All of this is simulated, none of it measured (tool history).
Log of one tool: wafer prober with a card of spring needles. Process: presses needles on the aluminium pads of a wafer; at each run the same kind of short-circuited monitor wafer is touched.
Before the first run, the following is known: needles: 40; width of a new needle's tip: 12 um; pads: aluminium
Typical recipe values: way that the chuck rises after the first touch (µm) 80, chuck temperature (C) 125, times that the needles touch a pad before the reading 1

run	day	way that the chuck rises after the first touch (µm)	chuck temperature (C)	times that the needles touch a pad before the reading	resistance of one needle with its contact and lead (mohm)	way that a needle slides on the pad (µm)
1	0.000	80	125	1	200	11.30
# day 0.242: tips cleaned on abrasive film
2	0.721	80	125	2	189	11.31
# day 1.046: tips cleaned on abrasive film
3	1.267	80	125	2	192	11.26
# day 1.796: tips cleaned on abrasive film
4	2.029	80	125	2	190	11.27
# day 2.575: tips cleaned on abrasive film
5	2.704	80	125	2	187	11.26
6	3.138	63	66	3	184	8.85
# day 3.338: tips cleaned on abrasive film
7	3.938	63	66	3	182	8.83
# day 4.096: tips cleaned on abrasive film
8	4.396	80	67	1	183	11.20
9	4.754	84	31	3	171	11.78

Run 10, settings as shown, results not yet in. Your forecast:
# day 4.888: tips cleaned on abrasive film
10	5.246	84	31	3	?	?

resistance of one needle with its contact and lead (mohm): 170
way that a needle slides on the pad (µm): 11.75
Had the tool carried no hidden state, the very same run would have given resistance of one needle with its contact and lead (mohm) 164, way that a needle slides on the pad (µm) 11.87.
